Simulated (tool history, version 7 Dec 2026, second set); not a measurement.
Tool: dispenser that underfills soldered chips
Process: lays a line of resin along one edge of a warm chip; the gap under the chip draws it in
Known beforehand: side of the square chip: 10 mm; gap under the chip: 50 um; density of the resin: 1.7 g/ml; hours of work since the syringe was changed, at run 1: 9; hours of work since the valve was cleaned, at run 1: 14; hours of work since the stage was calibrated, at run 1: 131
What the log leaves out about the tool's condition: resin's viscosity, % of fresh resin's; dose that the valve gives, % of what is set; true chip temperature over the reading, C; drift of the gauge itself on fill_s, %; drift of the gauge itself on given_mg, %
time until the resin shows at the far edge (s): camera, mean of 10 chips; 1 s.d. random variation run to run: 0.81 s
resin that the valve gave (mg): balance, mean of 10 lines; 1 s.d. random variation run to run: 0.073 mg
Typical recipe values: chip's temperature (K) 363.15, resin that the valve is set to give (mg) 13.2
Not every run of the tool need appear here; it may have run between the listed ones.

run    day  chip's temperature (K)  resin that the valve is set to give (mg)  hours of work since the syringe was changed  hours of work since the valve was cleaned  hours of work since the stage was calibrated  time until the resin shows at the far edge (s)  resin that the valve gave (mg)
  1      0                  363.15                                      13.2                                            9                                         14                                           131                                           113.8                           12.97
     0.079  -- new syringe of resin
  2  0.404                  363.15                                      13.2                                            5                                         20                                           137                                            94.5                           12.91
  3  0.642                  363.15                                      13.2                                            8                                         24                                           140                                           111.3                           12.95
     0.779  -- new syringe of resin
  4  0.833                  363.15                                      13.2                                            1                                         26                                           143                                            81.5                           12.87
  5  1.229                  364.15                                      13.2                                            7                                         32                                           149                                            97.7                           12.87
     1.504  -- new syringe of resin
  6  1.521                  363.15                                      13.2                                            0                                         36                                           153                                            80.3                           12.77
  7  1.925                  363.15                                      13.2                                            6                                         42                                           159                                             102                           12.78
     2.212  -- new syringe of resin
  8  2.312                  363.15                                      13.2                                            1                                         48                                           164                                              85                            12.7
  9  2.725                  363.15                                      11.3                                            8                                         54                                           170                                           114.1                           10.86
     2.938  -- new syringe of resin
 10   3.15                  363.15                                      11.3                                            3                                         60                                           176                                            94.9                           10.89
 11  3.558                  363.15                                      13.2                                            9                                         66                                           182                                           115.8                           12.58
     3.646  -- new syringe of resin
 12  3.942                  363.15                                      13.2                                            4                                         71                                           188                                            98.3                           12.59
 13  4.188                  363.15                                      13.2                                            8                                         75                                           191                                           111.1                           12.39
     4.375  -- new syringe of resin
 14    4.4                  353.15                                      15.6                                            0                                         78                                           194                                           124.5                           14.71
 15  4.667                  353.15                                      12.1                                            4                                         82                                           198                                           153.6                           11.28
     5.075  -- new syringe of resin
 16  5.121                  353.15                                      12.1                                            1                                         88                                           205                                           133.8                           11.31
 17  5.408                  353.15                                      12.1                                            5                                         92                                           209                                           162.3                           11.24
     5.779  -- dispensing valve cleaned and set on the balance
     5.821  -- new syringe of resin
 18  5.867                  359.15                                      15.8                                            1                                          1                                           215                                            98.4                           15.63
 19  6.104                  373.15                                      13.2                                            4                                          5                                           218                                            61.9                            13.1
     6.521  -- new syringe of resin
 20  6.546                  377.15                                      14.4                                            0                                         11                                           225                                            45.1                           14.31
 21  6.979                  362.15                                      17.2                                            7                                         17                                           231                                           110.2                           16.93
     7.233  -- new syringe of resin
 22  7.279                  362.15                                      17.2                                            1                                         22                                           235                                            84.2                           16.85
 23  7.508                  366.15                                      15.7                                            4                                         25                                           239                                            81.1                           15.34
 24  7.875                  366.15                                      15.7                                            9                                         30                                           244                                             102                           15.41
     7.942  -- new syringe of resin
 25  8.283                  367.15                                      14.6                                            5                                         36                                           250                                            81.3                           14.27

Forecast each of these 4 alternatives for the next run:
     8.654  -- new syringe of resin
  A  8.683                  366.15                                      11.2                                            0                                         42                                           256                                               ?                               ?
     8.654  -- new syringe of resin
  B  8.683                  378.15                                      12.9                                            0                                         42                                           256                                               ?                               ?
     8.654  -- new syringe of resin
  C  8.683                  360.15                                      11.9                                            0                                         42                                           256                                               ?                               ?
     8.654  -- new syringe of resin
  D  8.683                  371.15                                      11.7                                            0                                         42                                           256                                               ?                               ?

run  time until the resin shows at the far edge (s)  resin that the valve gave (mg)
  A                                            75.1                           10.87
  B                                            43.4                           12.49
  C                                            96.6                           11.57
  D                                            59.3                           11.27
With no hidden state in the tool, these same runs would have given:
run  time until the resin shows at the far edge (s)  resin that the valve gave (mg)
  A                                            67.4                           11.23
  B                                            39.3                           12.91
  C                                            86.5                           11.96
  D                                            53.4                           11.64
